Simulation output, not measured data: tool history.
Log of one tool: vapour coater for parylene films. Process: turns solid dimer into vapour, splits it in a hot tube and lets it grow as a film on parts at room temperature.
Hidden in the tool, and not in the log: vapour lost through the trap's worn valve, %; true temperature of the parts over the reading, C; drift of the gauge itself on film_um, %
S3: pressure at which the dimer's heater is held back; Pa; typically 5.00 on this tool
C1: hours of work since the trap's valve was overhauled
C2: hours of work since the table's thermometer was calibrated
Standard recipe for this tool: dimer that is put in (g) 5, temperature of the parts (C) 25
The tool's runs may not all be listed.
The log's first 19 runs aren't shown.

{"run": 20, "hour": 230.3, "dimer that is put in (g)": 5, "temperature of the parts (C)": 25, "S3": 2.71, "C1": 128, "C2": 402, "thickness of the film (nm)": 1160}
{"run": 21, "hour": 244.2, "dimer that is put in (g)": 5, "temperature of the parts (C)": 25, "S3": 2.71, "C1": 135, "C2": 409, "thickness of the film (nm)": 1160}
{"run": 22, "hour": 251.7, "dimer that is put in (g)": 5, "temperature of the parts (C)": 25, "S3": 2.71, "C1": 139, "C2": 413, "thickness of the film (nm)": 1160}
{"run": 23, "hour": 265.5, "dimer that is put in (g)": 5, "temperature of the parts (C)": 25, "S3": 2.71, "C1": 146, "C2": 420, "thickness of the film (nm)": 1180}
{"run": 24, "hour": 283.4, "dimer that is put in (g)": 5, "temperature of the parts (C)": 25, "S3": 4.37, "C1": 155, "C2": 429, "thickness of the film (nm)": 1090}
{"run": 25, "hour": 296.8, "dimer that is put in (g)": 3, "temperature of the parts (C)": 25, "S3": 5.0, "C1": 161, "C2": 436, "thickness of the film (nm)": 620}
{"run": 26, "hour": 304.8, "dimer that is put in (g)": 6, "temperature of the parts (C)": 25, "S3": 2.53, "C1": 165, "C2": 440, "thickness of the film (nm)": 1390}
{"run": 27, "hour": 316.2, "dimer that is put in (g)": 7, "temperature of the parts (C)": 34, "S3": 10.77, "C1": 171, "C2": 445, "thickness of the film (nm)": 930}
{"run": 28, "hour": 333.4, "dimer that is put in (g)": 7, "temperature of the parts (C)": 34, "S3": 10.77, "C1": 180, "C2": 454, "thickness of the film (nm)": 940}
{"run": 29, "hour": 349.9, "dimer that is put in (g)": 7, "temperature of the parts (C)": 34, "S3": 10.77, "C1": 188, "C2": 462, "thickness of the film (nm)": 920}
{"run": 30, "hour": 358.2, "dimer that is put in (g)": 5, "temperature of the parts (C)": 27, "S3": 5.0, "C1": 192, "C2": 467, "thickness of the film (nm)": 970}
{"run": 31, "hour": 373.1, "dimer that is put in (g)": 5, "temperature of the parts (C)": 20, "S3": 2.51, "C1": 200, "C2": 474, "thickness of the film (nm)": 1390}
{"run": 32, "hour": 384.9, "dimer that is put in (g)": 5, "temperature of the parts (C)": 35, "S3": 4.05, "C1": 206, "C2": 480, "thickness of the film (nm)": 730}
{"run": 33, "hour": 393.4, "dimer that is put in (g)": 5, "temperature of the parts (C)": 35, "S3": 4.05, "C1": 210, "C2": 484, "thickness of the film (nm)": 730}
{"run": 34, "hour": 410.9, "dimer that is put in (g)": 5, "temperature of the parts (C)": 35, "S3": 4.05, "C1": 219, "C2": 493, "thickness of the film (nm)": 700}

The next listed run, before its measurement:
{"run": 35, "hour": 422.1, "dimer that is put in (g)": 2, "temperature of the parts (C)": 25, "S3": 2.0, "C1": 225, "C2": 499, "thickness of the film (nm)": "?"}

Run 35 gave thickness of the film (nm) 450.
Had the tool carried no hidden state, the very same run would have given thickness of the film (nm) 520.
